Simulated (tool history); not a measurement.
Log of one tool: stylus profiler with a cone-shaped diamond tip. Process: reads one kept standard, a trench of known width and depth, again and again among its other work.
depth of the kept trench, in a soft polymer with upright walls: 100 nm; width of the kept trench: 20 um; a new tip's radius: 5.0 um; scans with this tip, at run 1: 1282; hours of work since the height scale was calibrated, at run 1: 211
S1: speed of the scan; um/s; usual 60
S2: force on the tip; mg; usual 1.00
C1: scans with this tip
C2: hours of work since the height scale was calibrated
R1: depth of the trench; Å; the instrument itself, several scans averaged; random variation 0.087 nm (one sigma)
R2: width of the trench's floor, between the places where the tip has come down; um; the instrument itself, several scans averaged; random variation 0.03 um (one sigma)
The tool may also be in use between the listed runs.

run,hour,S1,S2,C1,C2,R1,R2
1,0.0,60,1.00,1282,211,1005.0,17.40
2,37.4,60,1.00,1414,233,1003.5,17.42
3,111.5,60,1.00,1677,276,1003.8,17.46
4,188.1,185,1.00,1948,321,1003.0,16.27
5,233.7,185,1.00,2109,347,1003.3,16.26
6,305.8,185,1.00,2365,390,1003.3,16.23
7,365.6,185,1.00,2576,424,1000.8,16.26
8,420.7,185,1.00,2772,457,1002.2,16.26
9,468.1,57,1.00,2939,484,1002.4,17.39
10,550.7,57,1.00,3232,532,1003.8,17.47
11,591.8,57,1.00,3377,556,1003.0,17.44
12,632.0,57,1.00,3520,580,1002.1,17.37
13,680.9,29,0.40,3693,608,999.1,17.48
14,764.6,29,0.40,3989,657,1000.3,17.48
15,856.5,108,1.00,4314,711,1001.3,16.93
# hour 865.1: height scale calibrated on a step standard
16,944.5,25,0.76,4624,46,999.9,17.67
17,1032.4,37,1.00,4935,98,999.8,17.58
18,1073.5,16,1.00,5081,122,998.8,17.73
19,1116.3,47,0.71,5232,146,999.2,17.43
# hour 1138.0: height scale calibrated on a step standard, once more
20,1176.1,222,1.37,5442,22,1006.4,16.18
21,1265.6,184,1.31,5759,74,1006.3,16.36
22,1305.6,184,1.31,5901,98,1005.1,16.40
23,1386.3,186,0.75,6186,145,1004.3,15.82
24,1457.3,186,0.75,6438,186,1002.0,15.82

How the hidden state differs across the entries between the runs, from the last listed run before each to the first after it:
Between runs 15 and 16: height scale calibrated on a step standard (hour 865.1)
  radius of the tip, um: 5.55 -> 5.6; height scale over the true one, %: -0.364 -> -0.428
  measured less the result without the state, R1: -3.6 -> -4.3 Å; R2: -0.11 -> -0.12 um
Between runs 19 and 20: height scale calibrated on a step standard, once more (hour 1138.0)
  radius of the tip, um: 5.69 -> 5.72; height scale over the true one, %: -0.477 -> -0.033
  measured less the result without the state, R1: -4.8 -> -0.3 Å; R2: -0.13 -> -0.14 um
